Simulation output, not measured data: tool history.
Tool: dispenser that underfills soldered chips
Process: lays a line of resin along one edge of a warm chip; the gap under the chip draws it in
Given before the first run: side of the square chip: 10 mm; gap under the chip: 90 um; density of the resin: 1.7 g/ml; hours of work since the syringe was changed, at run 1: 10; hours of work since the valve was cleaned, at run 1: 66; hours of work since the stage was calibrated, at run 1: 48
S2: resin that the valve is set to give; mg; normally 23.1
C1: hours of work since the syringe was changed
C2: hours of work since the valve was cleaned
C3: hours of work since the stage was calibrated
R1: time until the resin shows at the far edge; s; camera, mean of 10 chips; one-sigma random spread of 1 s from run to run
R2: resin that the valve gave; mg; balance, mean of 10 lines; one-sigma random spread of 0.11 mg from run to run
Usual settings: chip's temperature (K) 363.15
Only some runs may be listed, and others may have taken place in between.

Run 1, hour 0.0: usual settings; C1 10; C2 66; C3 48. Result: R1 207.9 s, R2 22.34 mg.
At hour 0.8: new syringe of resin.
Run 2, hour 4.3: usual settings; C1 2; C2 68; C3 50. Result: R1 116.9 s, R2 22.27 mg.
Run 3, hour 9.9: usual settings; C1 6; C2 72; C3 54. Result: R1 153.4 s, R2 22.29 mg.
Run 4, hour 14.6: usual settings; C1 9; C2 75; C3 57. Result: R1 195.2 s, R2 22.15 mg.
At hour 16.8: new syringe of resin.
Run 5, hour 18.6: usual settings; C1 1; C2 78; C3 59. Result: R1 103.7 s, R2 22.04 mg.
Run 6, hour 21.6: usual settings; C1 3; C2 79; C3 61. Result: R1 122.7 s, R2 22.13 mg.
Run 7, hour 26.9: usual settings but chip's temperature (K) 376.15; C1 6; C2 83; C3 65. Result: R1 110.9 s, R2 22.12 mg.
Run 8, hour 30.7: usual settings but chip's temperature (K) 376.15; C1 9; C2 85; C3 67. Result: R1 135.1 s, R2 22.05 mg.
At hour 33.1: new syringe of resin.
Run 9, hour 34.8: usual settings but chip's temperature (K) 350.15; C1 1; C2 88; C3 70. Result: R1 154.4 s, R2 22.02 mg.
Run 10, hour 37.7: usual settings but chip's temperature (K) 350.15; C1 3; C2 90; C3 71. Result: R1 175.8 s, R2 21.95 mg.
Run 11, hour 42.9: usual settings but chip's temperature (K) 350.15; C1 6; C2 93; C3 75. Result: R1 226.4 s, R2 21.95 mg.
Run 12, hour 48.7: usual settings; C1 10; C2 97; C3 79. Result: R1 208.5 s, R2 22.02 mg.
At hour 49.3: new syringe of resin.
Run 13, hour 54.3: usual settings; C1 3; C2 100; C3 82. Result: R1 123.0 s, R2 21.85 mg.
Run 14, hour 58.9: usual settings; C1 6; C2 103; C3 85. Result: R1 152.5 s, R2 21.73 mg.
Run 15, hour 63.0: usual settings; C1 9; C2 106; C3 88. Result: R1 186.7 s, R2 21.68 mg.
At hour 65.5: new syringe of resin.
At hour 67.1: dispensing valve cleaned and set on the balance.
Run 16, hour 69.5: usual settings; C1 2; C2 2; C3 91. Result: R1 112.9 s, R2 22.89 mg.
Run 17, hour 75.5: usual settings; C1 6; C2 5; C3 95. Result: R1 154.2 s, R2 22.74 mg.
Run 18, hour 78.1: usual settings but chip's temperature (K) 352.15; C1 7; C2 7; C3 97. Result: R1 235.8 s, R2 22.97 mg.
At hour 82.4: new syringe of resin.
Run 19, hour 84.3: usual settings but chip's temperature (K) 376.15, S2 29.6 mg; C1 1; C2 11; C3 100. Result: R1 74.2 s, R2 29.10 mg.
Run 20, hour 88.4: usual settings but chip's temperature (K) 364.15, S2 29.6 mg; C1 4; C2 14; C3 103. Result: R1 125.9 s, R2 29.11 mg.
Run 21, hour 90.9: usual settings but chip's temperature (K) 364.15, S2 29.6 mg; C1 6; C2 15; C3 105. Result: R1 142.3 s, R2 29.32 mg.
Run 22, hour 95.7: usual settings but chip's temperature (K) 374.15, S2 29.6 mg; C1 9; C2 18; C3 108. Result: R1 137.0 s, R2 29.16 mg.
At hour 98.5: new syringe of resin.
Run 23, hour 100.0: usual settings but chip's temperature (K) 361.15, S2 27.6 mg; C1 1; C2 21; C3 110. Result: R1 111.3 s, R2 27.19 mg.
Run 24, hour 102.5: usual settings but chip's temperature (K) 359.15, S2 20.1 mg; C1 3; C2 22; C3 112. Result: R1 135.3 s, R2 19.70 mg.
Run 25, hour 107.0: usual settings but chip's temperature (K) 355.15, S2 20.5 mg; C1 5; C2 25; C3 115. Result: R1 191.8 s, R2 20.10 mg.
Run 26, hour 111.9: usual settings but chip's temperature (K) 356.15, S2 21.0 mg; C1 9; C2 29; C3 118. Result: R1 231.7 s, R2 20.69 mg.
At hour 114.8: new syringe of resin.
Run 27, hour 116.6: usual settings but chip's temperature (K) 356.15, S2 21.0 mg; C1 1; C2 31; C3 121. Result: R1 134.8 s, R2 20.69 mg.
Run 28, hour 121.7: usual settings but S2 29.1 mg; C1 4; C2 35; C3 124. Result: R1 135.4 s, R2 28.32 mg.
Run 29, hour 125.3: usual settings but S2 29.1 mg; C1 7; C2 37; C3 126. Result: R1 163.0 s, R2 28.49 mg.
At hour 131.0: new syringe of resin.
Run 30, hour 131.0: usual settings but S2 29.1 mg; C1 0; C2 40; C3 130. Result: R1 93.2 s, R2 28.27 mg.
Run 31, hour 134.3: usual settings but chip's temperature (K) 359.15, S2 26.8 mg; C1 2; C2 43; C3 132. Result: R1 126.1 s, R2 26.01 mg.
Run 32, hour 138.7: usual settings but chip's temperature (K) 369.15, S2 29.0 mg; C1 5; C2 45; C3 135. Result: R1 117.3 s, R2 28.25 mg.
Run 33, hour 141.3: usual settings but chip's temperature (K) 378.15, S2 29.4 mg; C1 7; C2 47; C3 137. Result: R1 107.3 s, R2 28.45 mg.
At hour 147.1: new syringe of resin.
Run 34, hour 147.3: usual settings but chip's temperature (K) 366.15, S2 28.5 mg; C1 0; C2 51; C3 140. Result: R1 90.1 s, R2 27.53 mg.
Run 35, hour 152.5: usual settings but chip's temperature (K) 377.15, S2 24.2 mg; C1 3; C2 54; C3 144. Result: R1 86.4 s, R2 23.55 mg.
Run 36, hour 155.1: usual settings but chip's temperature (K) 360.15; C1 5; C2 56; C3 145. Result: R1 158.4 s, R2 22.36 mg.

Take each entry between the runs: how does the hidden state at the last listed run before it differ from the hidden state at the first listed run after it?
In the gap between runs 1 and 2: new syringe of resin (hour 0.8)
  resin's viscosity, % of fresh resin's: 214.6 -> 120.1; dose that the valve gives, % of what is set: 96.49 -> 96.34; true chip temperature over the reading, C: -0.18 -> -0.19
  measured less the result without the state, R1: +111.9 -> +20.7 s; R2: -0.81 -> -0.85 mg
In the gap between runs 4 and 5: new syringe of resin (hour 16.8)
  resin's viscosity, % of fresh resin's: 198.8 -> 108.1; dose that the valve gives, % of what is set: 95.98 -> 95.85; true chip temperature over the reading, C: -0.2 -> -0.21
  measured less the result without the state, R1: +98.1 -> +9.0 s; R2: -0.92 -> -0.95 mg
In the gap between runs 8 and 9: new syringe of resin (hour 33.1)
  resin's viscosity, % of fresh resin's: 195 -> 109.5; dose that the valve gives, % of what is set: 95.46 -> 95.34
  measured less the result without the state, R1: +66.7 -> +15.5 s; R2: -1.05 -> -1.07 mg
In the gap between runs 12 and 13: new syringe of resin (hour 49.3)
  resin's viscosity, % of fresh resin's: 215 -> 126.7; dose that the valve gives, % of what is set: 94.89 -> 94.71; true chip temperature over the reading, C: -0.25 -> -0.26
  measured less the result without the state, R1: +113.1 -> +27.6 s; R2: -1.18 -> -1.22 mg
In the gap between runs 15 and 16: new syringe of resin (hour 65.5); dispensing valve cleaned and set on the balance (hour 67.1)
  resin's viscosity, % of fresh resin's: 193.3 -> 117.6; dose that the valve gives, % of what is set: 94.42 -> 99.59; true chip temperature over the reading, C: -0.27 -> -0.28
  measured less the result without the state, R1: +91.8 -> +17.7 s; R2: -1.28 -> -0.10 mg
In the gap between runs 18 and 19: new syringe of resin (hour 82.4)
  resin's viscosity, % of fresh resin's: 179 -> 111; dose that the valve gives, % of what is set: 99.32 -> 99.12; true chip temperature over the reading, C: -0.29 -> -0.3
  measured less the result without the state, R1: +105.2 -> +7.9 s; R2: -0.16 -> -0.26 mg
In the gap between runs 22 and 23: new syringe of resin (hour 98.5)
  resin's viscosity, % of fresh resin's: 193.1 -> 108.1; dose that the valve gives, % of what is set: 98.75 -> 98.61; true chip temperature over the reading, C: -0.32 -> -0.33
  measured less the result without the state, R1: +66.8 -> +9.3 s; R2: -0.37 -> -0.39 mg
In the gap between runs 26 and 27: new syringe of resin (hour 114.8)
  resin's viscosity, % of fresh resin's: 193.6 -> 111.4; dose that the valve gives, % of what is set: 98.21 -> 98.08; true chip temperature over the reading, C: -0.34 -> -0.35
  measured less the result without the state, R1: +113.4 -> +15.7 s; R2: -0.37 -> -0.41 mg
In the gap between runs 29 and 30: new syringe of resin (hour 131.0)
  resin's viscosity, % of fresh resin's: 170.1 -> 99.8; dose that the valve gives, % of what is set: 97.79 -> 97.62; true chip temperature over the reading, C: -0.36 -> -0.37
  measured less the result without the state, R1: +68.5 -> +0.8 s; R2: -0.65 -> -0.69 mg
In the gap between runs 33 and 34: new syringe of resin (hour 147.1)
  resin's viscosity, % of fresh resin's: 165 -> 102; dose that the valve gives, % of what is set: 97.28 -> 97.08; true chip temperature over the reading, C: -0.39 -> -0.4
  measured less the result without the state, R1: +42.8 -> +2.8 s; R2: -0.79 -> -0.82 mg
